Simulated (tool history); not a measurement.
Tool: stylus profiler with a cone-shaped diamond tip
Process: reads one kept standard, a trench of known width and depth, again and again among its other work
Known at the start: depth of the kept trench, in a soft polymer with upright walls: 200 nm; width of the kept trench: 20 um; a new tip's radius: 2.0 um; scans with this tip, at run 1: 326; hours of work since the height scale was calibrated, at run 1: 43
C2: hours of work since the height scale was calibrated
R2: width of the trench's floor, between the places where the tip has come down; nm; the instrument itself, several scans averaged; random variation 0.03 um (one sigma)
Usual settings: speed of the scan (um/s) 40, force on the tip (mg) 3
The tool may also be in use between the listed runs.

{"run": 1, "hour": 0.0, "speed of the scan (um/s)": 40, "force on the tip (mg)": 3, "scans with this tip": 326, "C2": 43, "depth of the trench (Å)": 2017.2, "R2": 18080}
{"run": 2, "hour": 8.7, "speed of the scan (um/s)": 40, "force on the tip (mg)": 1.53, "scans with this tip": 365, "C2": 48, "depth of the trench (Å)": 2011.9, "R2": 18030}
{"run": 3, "hour": 19.0, "speed of the scan (um/s)": 40, "force on the tip (mg)": 1.53, "scans with this tip": 411, "C2": 54, "depth of the trench (Å)": 2011.4, "R2": 18070}
{"run": 4, "hour": 25.6, "speed of the scan (um/s)": 40, "force on the tip (mg)": 1.53, "scans with this tip": 440, "C2": 58, "depth of the trench (Å)": 2011.3, "R2": 18070}
{"run": 5, "hour": 37.4, "speed of the scan (um/s)": 40, "force on the tip (mg)": 1.53, "scans with this tip": 493, "C2": 65, "depth of the trench (Å)": 2009.8, "R2": 18060}
{"run": 6, "hour": 49.7, "speed of the scan (um/s)": 40, "force on the tip (mg)": 4.57, "scans with this tip": 548, "C2": 72, "depth of the trench (Å)": 2023.5, "R2": 18120}
{"run": 7, "hour": 61.1, "speed of the scan (um/s)": 40, "force on the tip (mg)": 4.57, "scans with this tip": 600, "C2": 79, "depth of the trench (Å)": 2024, "R2": 18070}
{"run": 8, "hour": 72.9, "speed of the scan (um/s)": 40, "force on the tip (mg)": 4.57, "scans with this tip": 653, "C2": 86, "depth of the trench (Å)": 2023.1, "R2": 18090}
{"run": 9, "hour": 84.5, "speed of the scan (um/s)": 40, "force on the tip (mg)": 4.57, "scans with this tip": 704, "C2": 93, "depth of the trench (Å)": 2022.7, "R2": 18080}
{"run": 10, "hour": 95.9, "speed of the scan (um/s)": 40, "force on the tip (mg)": 4.57, "scans with this tip": 756, "C2": 100, "depth of the trench (Å)": 2023.9, "R2": 18140}
{"run": 11, "hour": 110.8, "speed of the scan (um/s)": 13, "force on the tip (mg)": 3, "scans with this tip": 822, "C2": 108, "depth of the trench (Å)": 2016.9, "R2": 18180}
{"run": 12, "hour": 121.3, "speed of the scan (um/s)": 40, "force on the tip (mg)": 7.01, "scans with this tip": 869, "C2": 115, "depth of the trench (Å)": 2030.7, "R2": 18220}
{"run": 13, "hour": 131.9, "speed of the scan (um/s)": 35, "force on the tip (mg)": 7.01, "scans with this tip": 917, "C2": 121, "depth of the trench (Å)": 2031.8, "R2": 18120}
{"run": 14, "hour": 144.7, "speed of the scan (um/s)": 35, "force on the tip (mg)": 7.01, "scans with this tip": 974, "C2": 128, "depth of the trench (Å)": 2030.9, "R2": 18150}
{"run": 15, "hour": 151.4, "speed of the scan (um/s)": 29, "force on the tip (mg)": 1.59, "scans with this tip": 1004, "C2": 132, "depth of the trench (Å)": 2011.1, "R2": 18150}
{"run": 16, "hour": 163.6, "speed of the scan (um/s)": 40, "force on the tip (mg)": 4.24, "scans with this tip": 1059, "C2": 140, "depth of the trench (Å)": 2022.9, "R2": 18080}
{"run": 17, "hour": 178.5, "speed of the scan (um/s)": 144, "force on the tip (mg)": 6.52, "scans with this tip": 1126, "C2": 148, "depth of the trench (Å)": 2030.4, "R2": 17900}
{"run": 18, "hour": 185.3, "speed of the scan (um/s)": 144, "force on the tip (mg)": 6.52, "scans with this tip": 1156, "C2": 152, "depth of the trench (Å)": 2029, "R2": 17890}
{"run": 19, "hour": 197.1, "speed of the scan (um/s)": 144, "force on the tip (mg)": 6.52, "scans with this tip": 1209, "C2": 159, "depth of the trench (Å)": 2028.9, "R2": 17880}
{"run": 20, "hour": 212.0, "speed of the scan (um/s)": 93, "force on the tip (mg)": 3.33, "scans with this tip": 1276, "C2": 168, "depth of the trench (Å)": 2019.1, "R2": 17930}
{"run": 21, "hour": 223.3, "speed of the scan (um/s)": 138, "force on the tip (mg)": 3, "scans with this tip": 1326, "C2": 175, "depth of the trench (Å)": 2017.8, "R2": 17700}
{"run": 22, "hour": 234.9, "speed of the scan (um/s)": 40, "force on the tip (mg)": 1.06, "scans with this tip": 1378, "C2": 182, "depth of the trench (Å)": 2008, "R2": 17970}
{"run": 23, "hour": 245.1, "speed of the scan (um/s)": 40, "force on the tip (mg)": 1.06, "scans with this tip": 1424, "C2": 188, "depth of the trench (Å)": 2008.1, "R2": 17930}
{"run": 24, "hour": 258.4, "speed of the scan (um/s)": 40, "force on the tip (mg)": 3.32, "scans with this tip": 1484, "C2": 196, "depth of the trench (Å)": 2018.4, "R2": 18060}

Run 25 comes next. What will it give?
{"run": 25, "hour": 267.8, "speed of the scan (um/s)": 40, "force on the tip (mg)": 3.32, "scans with this tip": 1526, "C2": 201, "depth of the trench (Å)": "?", "R2": "?"}

Run 25 gave depth of the trench (Å) 2017.2, R2 18040 nm.
Without the tool's hidden state the same run would have given depth of the trench (Å) 2017.9, R2 18090 nm.

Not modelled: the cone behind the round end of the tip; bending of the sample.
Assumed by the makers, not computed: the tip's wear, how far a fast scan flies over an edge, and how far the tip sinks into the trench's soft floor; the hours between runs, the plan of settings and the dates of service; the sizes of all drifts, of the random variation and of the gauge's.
